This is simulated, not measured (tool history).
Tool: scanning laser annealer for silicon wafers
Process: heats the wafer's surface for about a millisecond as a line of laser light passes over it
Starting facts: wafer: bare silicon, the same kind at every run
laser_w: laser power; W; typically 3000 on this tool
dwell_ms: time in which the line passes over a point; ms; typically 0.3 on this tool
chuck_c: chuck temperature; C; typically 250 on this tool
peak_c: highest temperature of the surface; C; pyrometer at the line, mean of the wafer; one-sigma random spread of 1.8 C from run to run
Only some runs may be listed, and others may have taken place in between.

| run | hour | laser_w | dwell_ms | chuck_c | peak_c |
|---|---|---|---|---|---|
| 1 | 0 | 3000 | 0.3 | 250 | 1031 |
| 2 | 26.2 | 3000 | 0.3 | 250 | 1034 |
| 3 | 45.9 | 3000 | 0.3 | 247 | 1030 |
| 4 | 71.5 | 3132 | 0.3 | 247 | 1072 |
| 5 | 97.1 | 3000 | 0.3 | 250 | 1028 |
| 6 | 120 | 3000 | 0.3 | 250 | 1026 |
| 7 | 139.9 | 3000 | 0.3 | 250 | 1025 |
| 8 | 167.5 | 3000 | 0.3 | 250 | 1021 |
| 9 | 200.8 | 3000 | 0.3 | 232 | 1001 |
| 10 | 231.6 | 2795 | 0.3 | 215 | 918 |
|  | 250.3 | window over the wafer cleaned |
| 11 | 260.5 | 2795 | 0.3 | 215 | 957 |
| 12 | 280.9 | 3053 | 0.214 | 285 | 970 |
| 13 | 308.7 | 2873 | 0.323 | 250 | 1053 |
| 14 | 343.1 | 2873 | 0.323 | 250 | 1051 |
| 15 | 378.2 | 2873 | 0.323 | 250 | 1051 |
| 16 | 409.4 | 2873 | 0.369 | 250 | 1115 |
| 17 | 426.6 | 2823 | 0.311 | 225 | 986 |
| 18 | 446.4 | 2712 | 0.311 | 223 | 944 |

For each run, the measured value with the value that run would have given without the tool's hidden condition subtracted. The run-to-run variation is shared by both, the gauge scatter possibly not:
Hidden state present: light that passes the window, % of a clean one's; laser's true power over the reading, %; width of the line over the set one, %; drift of the gauge itself on peak_c, C.
| run | peak_c |
|---|---|
| 1 | -40 |
| 2 | -42 |
| 3 | -43 |
| 4 | -47 |
| 5 | -45 |
| 6 | -47 |
| 7 | -48 |
| 8 | -49 |
| 9 | -51 |
| 10 | -48 |
| 11 | -6 |
| 12 | -7 |
| 13 | -9 |
| 14 | -11 |
| 15 | -13 |
| 16 | -16 |
| 17 | -15 |
| 18 | -15 |
